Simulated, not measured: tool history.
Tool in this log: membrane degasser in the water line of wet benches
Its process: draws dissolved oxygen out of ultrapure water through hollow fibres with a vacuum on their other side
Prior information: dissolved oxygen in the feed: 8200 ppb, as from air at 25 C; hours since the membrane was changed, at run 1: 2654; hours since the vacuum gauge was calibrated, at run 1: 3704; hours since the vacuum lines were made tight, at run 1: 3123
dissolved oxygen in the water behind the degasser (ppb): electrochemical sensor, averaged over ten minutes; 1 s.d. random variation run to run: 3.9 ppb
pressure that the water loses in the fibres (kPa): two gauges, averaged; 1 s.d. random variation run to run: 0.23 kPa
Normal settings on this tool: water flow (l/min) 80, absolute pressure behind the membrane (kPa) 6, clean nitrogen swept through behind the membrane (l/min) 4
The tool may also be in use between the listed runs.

run,hour,water flow (l/min),absolute pressure behind the membrane (kPa),clean nitrogen swept through behind the membrane (l/min),hours since the membrane was changed,hours since the vacuum gauge was calibrated,hours since the vacuum lines were made tight,dissolved oxygen in the water behind the degasser (ppb),pressure that the water loses in the fibres (kPa)
1,0,80,6,4,2654,3704,3123,387.8,58.55
2,190.3,80,6,4,2845,3894,3313,385.6,58.8
3,355.3,80,6,4,3010,4059,3478,382,58.78
4,545.5,80,6,4,3200,4249,3669,386.2,58.65
5,641.5,80,6,4,3296,4345,3765,384.1,59.06
6,813.6,80,6,4,3468,4517,3937,380.2,58.75
7,919.4,80,6,4,3574,4623,4043,386.2,58.46
# hour 995.6: seals of the vacuum lines changed
8,1098.3,125,6.69,2.53,3751,4800,103,917.8,91.56
9,1218.4,125,6.69,2.53,3871,4920,223,918,92
10,1302.7,80,8.18,7.46,3955,5004,307,389,58.63
11,1385.4,80,8.18,7.46,4038,5087,390,386.2,58.42
12,1470.2,64,6,4,4123,5172,475,253,47.02
13,1626.8,85,6.25,1.68,4279,5328,631,572.7,62.32

4 ways to go on from here, each from the tool as it stands after run 13. What would each give?
A,1777.7,85,6.25,11.79,4430,5479,782,?,?
B,1777.7,71,7.56,2.36,4430,5479,782,?,?
C,1777.7,59,6.25,4.17,4430,5479,782,?,?
D,1777.7,80,12.79,4,4430,5479,782,?,?

run,dissolved oxygen in the water behind the degasser (ppb),pressure that the water loses in the fibres (kPa)
A,355,62.07
B,466.8,52.27
C,223.2,42.83
D,660.8,58.95
With the hidden condition removed and each run's random variation left untouched, the same runs would have given:
run,dissolved oxygen in the water behind the degasser (ppb),pressure that the water loses in the fibres (kPa)
A,354.5,62.05
B,466.2,52.25
C,222.9,42.81
D,660.3,58.92
